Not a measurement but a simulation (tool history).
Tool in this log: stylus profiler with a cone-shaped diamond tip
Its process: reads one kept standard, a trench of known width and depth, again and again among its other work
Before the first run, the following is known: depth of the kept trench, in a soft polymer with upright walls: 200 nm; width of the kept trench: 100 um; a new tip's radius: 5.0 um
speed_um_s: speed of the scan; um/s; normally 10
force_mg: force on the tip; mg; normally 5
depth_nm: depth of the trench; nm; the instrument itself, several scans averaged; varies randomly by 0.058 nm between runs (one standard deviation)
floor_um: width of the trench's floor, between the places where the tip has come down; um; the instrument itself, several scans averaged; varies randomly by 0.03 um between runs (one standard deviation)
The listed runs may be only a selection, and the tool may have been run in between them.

Run 1, hour 0: usual settings. Result: depth_nm 204.83 nm, floor_um 96.42 um.
Run 2, hour 41.7: usual settings but speed_um_s 2 um/s. Result: depth_nm 204.86 nm, floor_um 96.43 um.
Run 3, hour 70.1: usual settings. Result: depth_nm 204.92 nm, floor_um 96.4 um.
Run 4, hour 100.7: usual settings but speed_um_s 24 um/s. Result: depth_nm 204.77 nm, floor_um 96.29 um.
Run 5, hour 145.5: usual settings but speed_um_s 24 um/s. Result: depth_nm 204.85 nm, floor_um 96.32 um.
Run 6, hour 186.8: usual settings but speed_um_s 15 um/s. Result: depth_nm 204.7 nm, floor_um 96.27 um.
Run 7, hour 235.2: usual settings but speed_um_s 15 um/s. Result: depth_nm 204.8 nm, floor_um 96.3 um.
Run 8, hour 266.2: usual settings but force_mg 2.14 mg. Result: depth_nm 202.39 nm, floor_um 96.27 um.
Run 9, hour 312.6: usual settings but force_mg 2.14 mg. Result: depth_nm 202.31 nm, floor_um 96.28 um.
Run 10, hour 359.6: usual settings but force_mg 2.14 mg. Result: depth_nm 202.2 nm, floor_um 96.2 um.
Run 11, hour 387: usual settings but force_mg 2.14 mg. Result: depth_nm 202.14 nm, floor_um 96.25 um.
Run 12, hour 422.1: usual settings but force_mg 2.14 mg. Result: depth_nm 202.25 nm, floor_um 96.2 um.
Run 13, hour 444.8: usual settings but force_mg 2.14 mg. Result: depth_nm 202.24 nm, floor_um 96.19 um.
At hour 448.4: height scale calibrated on a step standard.
Run 14, hour 483.1: usual settings but force_mg 2.14 mg. Result: depth_nm 203.11 nm, floor_um 96.2 um.
Run 15, hour 521.7: usual settings but speed_um_s 11 um/s, force_mg 3.25 mg. Result: depth_nm 204.08 nm, floor_um 96.18 um.
Run 16, hour 570.9: usual settings but speed_um_s 6 um/s, force_mg 11.88 mg. Result: depth_nm 210.11 nm, floor_um 96.16 um.
Run 17, hour 604.9: usual settings but speed_um_s 6 um/s, force_mg 11.88 mg. Result: depth_nm 209.91 nm, floor_um 96.17 um.
Run 18, hour 646.7: usual settings but speed_um_s 22 um/s, force_mg 12.75 mg. Result: depth_nm 210.46 nm, floor_um 96.12 um.
Run 19, hour 694.9: usual settings but force_mg 6.69 mg. Result: depth_nm 206.72 nm, floor_um 96.17 um.
Run 20, hour 732.3: usual settings but speed_um_s 19 um/s, force_mg 6.69 mg. Result: depth_nm 206.67 nm, floor_um 96.09 um.

Branching from run 20: 3 alternative next runs. What would each branch give?
Run A, hour 778.1: usual settings but speed_um_s 13 um/s, force_mg 2.47 mg. Result: depth_nm ?, floor_um ?.
Run B, hour 778.1: usual settings but speed_um_s 7 um/s, force_mg 13.88 mg. Result: depth_nm ?, floor_um ?.
Run C, hour 778.1: usual settings but speed_um_s 19 um/s, force_mg 3.88 mg. Result: depth_nm ?, floor_um ?.

run  depth_nm  floor_um
  A    203.26     96.06
  B    210.99     96.06
  C    204.62     96.05
With the hidden condition removed and each run's random variation left untouched, the same runs would have given:
run  depth_nm  floor_um
  A    203.42     97.15
  B    211.14     97.16
  C    204.77     97.15
